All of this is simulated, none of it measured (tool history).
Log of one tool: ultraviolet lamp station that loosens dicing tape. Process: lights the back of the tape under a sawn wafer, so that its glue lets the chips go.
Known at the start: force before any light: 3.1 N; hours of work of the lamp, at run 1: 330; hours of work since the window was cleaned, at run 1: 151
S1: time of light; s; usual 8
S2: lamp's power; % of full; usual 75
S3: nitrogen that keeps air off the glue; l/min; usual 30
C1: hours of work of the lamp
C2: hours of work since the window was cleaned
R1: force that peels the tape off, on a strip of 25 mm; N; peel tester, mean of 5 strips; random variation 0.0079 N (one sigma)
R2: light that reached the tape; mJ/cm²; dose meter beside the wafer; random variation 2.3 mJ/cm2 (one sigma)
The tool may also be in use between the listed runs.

{"run": 1, "hour": 0.0, "S1": 8, "S2": 75, "S3": 30, "C1": 330, "C2": 151, "R1": 0.355, "R2": 184}
{"run": 2, "hour": 48.5, "S1": 8, "S2": 75, "S3": 30, "C1": 363, "C2": 185, "R1": 0.365, "R2": 186}
{"run": 3, "hour": 93.5, "S1": 8, "S2": 75, "S3": 30, "C1": 393, "C2": 215, "R1": 0.38, "R2": 187}
{"hour": 118.9, "done": "window cleaned of glue's vapour"}
{"run": 4, "hour": 124.1, "S1": 8, "S2": 75, "S3": 30, "C1": 414, "C2": 4, "R1": 0.354, "R2": 195}
{"run": 5, "hour": 166.0, "S1": 8, "S2": 75, "S3": 30, "C1": 443, "C2": 32, "R1": 0.358, "R2": 191}
{"run": 6, "hour": 199.4, "S1": 8, "S2": 75, "S3": 30, "C1": 465, "C2": 55, "R1": 0.366, "R2": 188}
{"run": 7, "hour": 228.7, "S1": 8, "S2": 75, "S3": 30, "C1": 485, "C2": 75, "R1": 0.362, "R2": 183}
{"run": 8, "hour": 260.1, "S1": 10, "S2": 75, "S3": 30, "C1": 507, "C2": 96, "R1": 0.281, "R2": 234}
{"run": 9, "hour": 294.3, "S1": 8, "S2": 99, "S3": 30, "C1": 530, "C2": 120, "R1": 0.256, "R2": 242}
{"run": 10, "hour": 331.1, "S1": 8, "S2": 75, "S3": 30, "C1": 555, "C2": 145, "R1": 0.399, "R2": 183}
{"run": 11, "hour": 364.9, "S1": 8, "S2": 75, "S3": 30, "C1": 579, "C2": 168, "R1": 0.404, "R2": 172}
{"run": 12, "hour": 405.2, "S1": 8, "S2": 75, "S3": 30, "C1": 606, "C2": 196, "R1": 0.421, "R2": 177}
{"run": 13, "hour": 452.9, "S1": 8, "S2": 79, "S3": 30, "C1": 639, "C2": 228, "R1": 0.382, "R2": 182}
{"hour": 456.7, "done": "window cleaned of glue's vapour"}
{"run": 14, "hour": 489.3, "S1": 5, "S2": 75, "S3": 30, "C1": 663, "C2": 22, "R1": 0.747, "R2": 115}
{"run": 15, "hour": 532.7, "S1": 5, "S2": 75, "S3": 30, "C1": 693, "C2": 52, "R1": 0.743, "R2": 111}
{"run": 16, "hour": 561.5, "S1": 10, "S2": 75, "S3": 30, "C1": 712, "C2": 72, "R1": 0.309, "R2": 225}
{"run": 17, "hour": 587.0, "S1": 8, "S2": 75, "S3": 30, "C1": 730, "C2": 89, "R1": 0.393, "R2": 175}
{"run": 18, "hour": 611.0, "S1": 8, "S2": 75, "S3": 30, "C1": 746, "C2": 105, "R1": 0.426, "R2": 179}
{"run": 19, "hour": 658.7, "S1": 8, "S2": 75, "S3": 30, "C1": 779, "C2": 138, "R1": 0.411, "R2": 173}
{"run": 20, "hour": 687.2, "S1": 8, "S2": 67, "S3": 30, "C1": 798, "C2": 157, "R1": 0.483, "R2": 152}
{"run": 21, "hour": 734.3, "S1": 8, "S2": 67, "S3": 30, "C1": 830, "C2": 190, "R1": 0.515, "R2": 149}
{"run": 22, "hour": 766.7, "S1": 9, "S2": 64, "S3": 30, "C1": 853, "C2": 212, "R1": 0.484, "R2": 155}
{"run": 23, "hour": 791.4, "S1": 10, "S2": 69, "S3": 19, "C1": 869, "C2": 229, "R1": 0.492, "R2": 185}

Forecast run 24:
{"hour": 798.6, "done": "window cleaned of glue's vapour"}
{"run": 24, "hour": 827.0, "S1": 9, "S2": 67, "S3": 49, "C1": 893, "C2": 19, "R1": "?", "R2": "?"}

{"run 24": {"R1": 0.336, "R2": 173}}
Without the tool's hidden state the same run would have given R1 0.255 N, R2 217 mJ/cm².

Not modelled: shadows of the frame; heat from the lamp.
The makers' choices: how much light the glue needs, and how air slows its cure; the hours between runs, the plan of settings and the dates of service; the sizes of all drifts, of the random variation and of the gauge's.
